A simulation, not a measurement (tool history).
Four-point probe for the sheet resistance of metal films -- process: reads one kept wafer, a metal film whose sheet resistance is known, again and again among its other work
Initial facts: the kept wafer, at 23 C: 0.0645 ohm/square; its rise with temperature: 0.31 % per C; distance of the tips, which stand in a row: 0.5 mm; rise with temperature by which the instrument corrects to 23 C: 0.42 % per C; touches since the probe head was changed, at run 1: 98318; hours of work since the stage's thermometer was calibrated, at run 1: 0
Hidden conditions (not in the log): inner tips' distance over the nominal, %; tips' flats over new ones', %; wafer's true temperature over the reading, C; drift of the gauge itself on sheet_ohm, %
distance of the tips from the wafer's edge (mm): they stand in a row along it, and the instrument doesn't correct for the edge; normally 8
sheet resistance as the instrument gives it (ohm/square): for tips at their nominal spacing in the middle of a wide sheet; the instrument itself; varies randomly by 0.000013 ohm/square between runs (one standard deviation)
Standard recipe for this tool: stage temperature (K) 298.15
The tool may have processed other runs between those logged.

| run | day | stage temperature (K) | distance of the tips from the wafer's edge (mm) | touches since the probe head was changed | hours of work since the stage's thermometer was calibrated | sheet resistance as the instrument gives it (ohm/square) |
|---|---|---|---|---|---|---|
| 1 | 0.000 | 298.15 | 8 | 98318 | 0 | 0.064491 |
| 2 | 2.100 | 298.15 | 8 | 101482 | 40 | 0.064493 |
| 3 | 3.650 | 304.15 | 8 | 103812 | 70 | 0.064079 |
| 4 | 5.629 | 304.15 | 8 | 106792 | 108 | 0.064080 |
| 5 | 6.846 | 304.15 | 8 | 108626 | 131 | 0.064050 |
| 6 | 7.975 | 304.15 | 8 | 110323 | 153 | 0.064090 |
| 7 | 9.533 | 292.15 | 5 | 112669 | 183 | 0.065114 |
| 8 | 11.454 | 292.15 | 15 | 115562 | 220 | 0.064808 |
| 9 | 12.883 | 302.15 | 15 | 117716 | 247 | 0.064111 |
| 10 | 13.975 | 302.15 | 15 | 119356 | 268 | 0.064114 |
|  | 15.092 | new probe head fitted |
| 11 | 15.717 | 302.15 | 15 | 939 | 301 | 0.064131 |
| 12 | 16.979 | 293.15 | 8 | 2837 | 325 | 0.064830 |

For each entry between runs, how does the tool's hidden state at the last listed run before it compare with that at the first listed run after it?
After run 10, before run 11: new probe head fitted (day 15.092)
  inner tips' distance over the nominal, %: -0.02 -> 0.002; tips' flats over new ones', %: 2 -> 0
  what was measured, less what the result would be without the hidden state, sheet resistance as the instrument gives it (ohm/square): -0.000014 -> +0.000002
